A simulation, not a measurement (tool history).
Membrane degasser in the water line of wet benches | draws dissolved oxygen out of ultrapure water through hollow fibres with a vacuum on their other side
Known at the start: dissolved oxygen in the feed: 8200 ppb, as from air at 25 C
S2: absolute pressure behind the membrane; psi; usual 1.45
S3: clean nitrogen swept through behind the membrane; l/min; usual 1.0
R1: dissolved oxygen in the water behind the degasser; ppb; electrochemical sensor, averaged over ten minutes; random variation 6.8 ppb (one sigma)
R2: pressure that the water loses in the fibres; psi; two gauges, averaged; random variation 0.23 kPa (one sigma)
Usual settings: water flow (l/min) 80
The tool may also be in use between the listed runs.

run 1 hour=0.0 | water_flow_(l/min)=80 S2=1.45 S3=1.0 | R1=918.2 R2=8.921
run 2 hour=92.6 | water_flow_(l/min)=80 S2=1.45 S3=1.0 | R1=903.9 R2=8.930
run 3 hour=157.8 | water_flow_(l/min)=80 S2=1.45 S3=1.0 | R1=913.3 R2=8.892
run 4 hour=222.7 | water_flow_(l/min)=80 S2=1.45 S3=1.0 | R1=934.7 R2=8.920
run 5 hour=303.3 | water_flow_(l/min)=80 S2=1.45 S3=2.1 | R1=549.1 R2=8.923
-- hour=398.9 vacuum gauge calibrated
run 6 hour=398.9 | water_flow_(l/min)=99 S2=1.45 S3=1.0 | R1=1102.3 R2=11.043
run 7 hour=475.0 | water_flow_(l/min)=80 S2=1.45 S3=1.0 | R1=955.7 R2=8.927
run 8 hour=583.8 | water_flow_(l/min)=80 S2=1.45 S3=1.0 | R1=949.2 R2=8.946
run 9 hour=634.9 | water_flow_(l/min)=80 S2=1.45 S3=1.0 | R1=951.2 R2=8.991
run 10 hour=716.7 | water_flow_(l/min)=80 S2=1.45 S3=1.0 | R1=960.7 R2=8.989
run 11 hour=812.9 | water_flow_(l/min)=80 S2=1.45 S3=1.0 | R1=947.8 R2=9.005
-- hour=878.8 vacuum gauge calibrated, once more
run 12 hour=927.8 | water_flow_(l/min)=80 S2=1.45 S3=1.0 | R1=841.4 R2=9.005

Forecast run 13:
run 13 hour=996.5 | water_flow_(l/min)=82 S2=3.45 S3=1.0 | R1=? R2=?

R1: 2246.2 ppb
R2: 9.194 psi
Without the tool's hidden state the same run would have given R1 2252.0 ppb, R2 8.902 psi.
